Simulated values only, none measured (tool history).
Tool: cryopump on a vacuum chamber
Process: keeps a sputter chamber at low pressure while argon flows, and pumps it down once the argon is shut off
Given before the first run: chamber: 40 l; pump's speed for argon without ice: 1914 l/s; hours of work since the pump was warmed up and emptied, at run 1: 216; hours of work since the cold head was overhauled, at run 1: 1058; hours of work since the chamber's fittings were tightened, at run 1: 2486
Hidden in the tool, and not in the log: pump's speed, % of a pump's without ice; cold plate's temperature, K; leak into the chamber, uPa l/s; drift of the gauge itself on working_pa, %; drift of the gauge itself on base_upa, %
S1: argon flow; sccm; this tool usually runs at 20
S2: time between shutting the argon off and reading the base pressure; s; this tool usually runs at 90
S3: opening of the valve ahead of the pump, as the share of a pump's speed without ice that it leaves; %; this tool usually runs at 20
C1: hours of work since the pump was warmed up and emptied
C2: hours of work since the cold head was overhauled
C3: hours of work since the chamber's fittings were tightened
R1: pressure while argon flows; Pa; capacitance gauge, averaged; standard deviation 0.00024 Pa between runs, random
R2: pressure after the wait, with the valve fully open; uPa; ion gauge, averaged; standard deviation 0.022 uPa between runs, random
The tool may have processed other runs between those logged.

run 1 hour=0.0 | S1=20 S2=90 S3=20 | C1=216 C2=1058 C3=2486 | R1=0.0892 R2=1.76
run 2 hour=55.8 | S1=20 S2=90 S3=20 | C1=246 C2=1088 C3=2516 | R1=0.0894 R2=1.73
run 3 hour=115.1 | S1=20 S2=90 S3=20 | C1=278 C2=1119 C3=2547 | R1=0.0899 R2=1.71
run 4 hour=189.0 | S1=20 S2=90 S3=20 | C1=317 C2=1159 C3=2587 | R1=0.0903 R2=1.74
run 5 hour=257.4 | S1=20 S2=90 S3=20 | C1=353 C2=1195 C3=2623 | R1=0.0899 R2=1.80
run 6 hour=332.7 | S1=20 S2=90 S3=20 | C1=393 C2=1235 C3=2663 | R1=0.0904 R2=1.80
run 7 hour=404.6 | S1=20 S2=90 S3=20 | C1=432 C2=1273 C3=2701 | R1=0.0906 R2=1.81
run 8 hour=459.4 | S1=20 S2=90 S3=20 | C1=461 C2=1302 C3=2730 | R1=0.0907 R2=1.87
run 9 hour=520.5 | S1=20 S2=90 S3=20 | C1=493 C2=1335 C3=2763 | R1=0.0907 R2=1.86
run 10 hour=584.2 | S1=13 S2=23 S3=19 | C1=527 C2=1369 C3=2797 | R1=0.0623 R2=3.39
run 11 hour=630.0 | S1=13 S2=23 S3=19 | C1=551 C2=1393 C3=2821 | R1=0.0627 R2=3.38
run 12 hour=705.2 | S1=18 S2=270 S3=19 | C1=591 C2=1433 C3=2861 | R1=0.0864 R2=1.68
run 13 hour=749.6 | S1=13 S2=50 S3=20 | C1=615 C2=1457 C3=2885 | R1=0.0598 R2=2.40
run 14 hour=817.8 | S1=28 S2=42 S3=57 | C1=651 C2=1493 C3=2921 | R1=0.0484 R2=2.60
run 15 hour=867.3 | S1=9 S2=205 S3=59 | C1=678 C2=1519 C3=2947 | R1=0.0152 R2=1.79
run 16 hour=917.0 | S1=8 S2=259 S3=19 | C1=704 C2=1546 C3=2974 | R1=0.0388 R2=1.79
run 17 hour=983.2 | S1=24 S2=77 S3=19 | C1=739 C2=1581 C3=3009 | R1=0.1163 R2=2.14

Predict each of these 3 candidate next runs independently; none follows another, all start after run 17:
run A hour=1058.0 | S1=24 S2=86 S3=18 | C1=779 C2=1621 C3=3049 | R1=? R2=?
run B hour=1058.0 | S1=32 S2=27 S3=20 | C1=779 C2=1621 C3=3049 | R1=? R2=?
run C hour=1058.0 | S1=31 S2=90 S3=22 | C1=779 C2=1621 C3=3049 | R1=? R2=?

run=A R1=0.1229 R2=2.22
run=B R1=0.1484 R2=3.35
run=C R1=0.1314 R2=2.15
What these runs would have given with no unlogged condition in the tool:
run=A R1=0.1178 R2=0.69
run=B R1=0.1416 R2=1.83
run=C R1=0.1247 R2=0.66

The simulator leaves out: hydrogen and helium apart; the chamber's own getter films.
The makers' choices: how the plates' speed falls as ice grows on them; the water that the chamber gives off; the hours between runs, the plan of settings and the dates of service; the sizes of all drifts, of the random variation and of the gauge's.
